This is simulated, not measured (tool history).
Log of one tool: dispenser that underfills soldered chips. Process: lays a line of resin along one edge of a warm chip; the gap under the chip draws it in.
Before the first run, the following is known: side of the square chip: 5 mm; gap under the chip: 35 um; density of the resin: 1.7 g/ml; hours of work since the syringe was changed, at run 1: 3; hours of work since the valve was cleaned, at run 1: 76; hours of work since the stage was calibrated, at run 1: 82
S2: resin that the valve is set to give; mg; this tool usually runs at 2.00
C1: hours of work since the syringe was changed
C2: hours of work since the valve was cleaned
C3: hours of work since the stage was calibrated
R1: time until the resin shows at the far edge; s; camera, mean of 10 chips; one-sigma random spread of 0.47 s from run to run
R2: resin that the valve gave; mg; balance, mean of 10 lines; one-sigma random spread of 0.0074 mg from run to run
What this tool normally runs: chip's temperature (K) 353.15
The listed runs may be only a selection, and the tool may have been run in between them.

Run 1, hour 0.0: usual settings; C1 3; C2 76; C3 82. Result: R1 40.3 s, R2 1.935 mg.
Run 2, hour 4.0: usual settings; C1 5; C2 79; C3 85. Result: R1 44.6 s, R2 1.922 mg.
At hour 5.9: new syringe of resin.
Run 3, hour 8.9: usual settings; C1 2; C2 82; C3 89. Result: R1 40.0 s, R2 1.941 mg.
Run 4, hour 11.3: usual settings but chip's temperature (K) 357.15; C1 4; C2 84; C3 90. Result: R1 36.4 s, R2 1.913 mg.
Run 5, hour 13.5: usual settings but chip's temperature (K) 357.15; C1 6; C2 86; C3 92. Result: R1 38.6 s, R2 1.918 mg.
At hour 15.1: new syringe of resin.
Run 6, hour 17.2: usual settings but chip's temperature (K) 357.15; C1 2; C2 88; C3 95. Result: R1 31.4 s, R2 1.915 mg.
Run 7, hour 20.0: usual settings but chip's temperature (K) 357.15; C1 4; C2 90; C3 97. Result: R1 34.1 s, R2 1.904 mg.
Run 8, hour 22.4: usual settings; C1 5; C2 92; C3 98. Result: R1 43.1 s, R2 1.910 mg.
At hour 24.6: new syringe of resin.
Run 9, hour 25.5: usual settings; C1 1; C2 94; C3 100. Result: R1 35.9 s, R2 1.906 mg.
Run 10, hour 28.9: usual settings but chip's temperature (K) 361.15; C1 3; C2 97; C3 103. Result: R1 29.6 s, R2 1.925 mg.
Run 11, hour 30.8: usual settings but chip's temperature (K) 361.15; C1 5; C2 98; C3 104. Result: R1 31.8 s, R2 1.906 mg.
At hour 33.9: new syringe of resin.
Run 12, hour 35.5: usual settings but chip's temperature (K) 361.15; C1 1; C2 101; C3 107. Result: R1 27.8 s, R2 1.910 mg.
Run 13, hour 37.5: usual settings but chip's temperature (K) 342.15, S2 2.14 mg; C1 3; C2 103; C3 109. Result: R1 60.2 s, R2 2.048 mg.
Run 14, hour 41.6: usual settings but chip's temperature (K) 361.15, S2 2.26 mg; C1 6; C2 106; C3 112. Result: R1 30.6 s, R2 2.136 mg.
At hour 43.3: new syringe of resin.
Run 15, hour 46.4: usual settings but chip's temperature (K) 361.15, S2 1.85 mg; C1 2; C2 109; C3 115. Result: R1 29.8 s, R2 1.766 mg.
At hour 51.1: dispensing valve cleaned and set on the balance.
Run 16, hour 51.8: usual settings but chip's temperature (K) 361.15, S2 1.85 mg; C1 6; C2 1; C3 118. Result: R1 32.6 s, R2 1.859 mg.
At hour 53.9: new syringe of resin.
Run 17, hour 54.2: usual settings but chip's temperature (K) 361.15, S2 1.85 mg; C1 0; C2 2; C3 120. Result: R1 27.1 s, R2 1.847 mg.
Run 18, hour 58.3: usual settings but chip's temperature (K) 348.15, S2 1.95 mg; C1 3; C2 5; C3 123. Result: R1 48.2 s, R2 1.942 mg.
Run 19, hour 60.5: usual settings but S2 2.13 mg; C1 5; C2 7; C3 125. Result: R1 41.5 s, R2 2.121 mg.

Below are 3 alternative next runs, each starting from the tool's condition after run 19. Predict each:
Run A, hour 62.8: usual settings but chip's temperature (K) 348.15, S2 2.40 mg; C1 6; C2 8; C3 126. Result: R1 ?, R2 ?.
Run B, hour 62.8: usual settings but chip's temperature (K) 355.15, S2 1.70 mg; C1 6; C2 8; C3 126. Result: R1 ?, R2 ?.
Run C, hour 62.8: usual settings but chip's temperature (K) 356.15, S2 1.85 mg; C1 6; C2 8; C3 126. Result: R1 ?, R2 ?.

run    R1     R2
  A  54.2  2.396
  B  44.6  1.690
  C  41.2  1.824
Without the tool's hidden state the same runs would have given:
run    R1     R2
  A  43.6  2.404
  B  35.8  1.695
  C  33.1  1.831

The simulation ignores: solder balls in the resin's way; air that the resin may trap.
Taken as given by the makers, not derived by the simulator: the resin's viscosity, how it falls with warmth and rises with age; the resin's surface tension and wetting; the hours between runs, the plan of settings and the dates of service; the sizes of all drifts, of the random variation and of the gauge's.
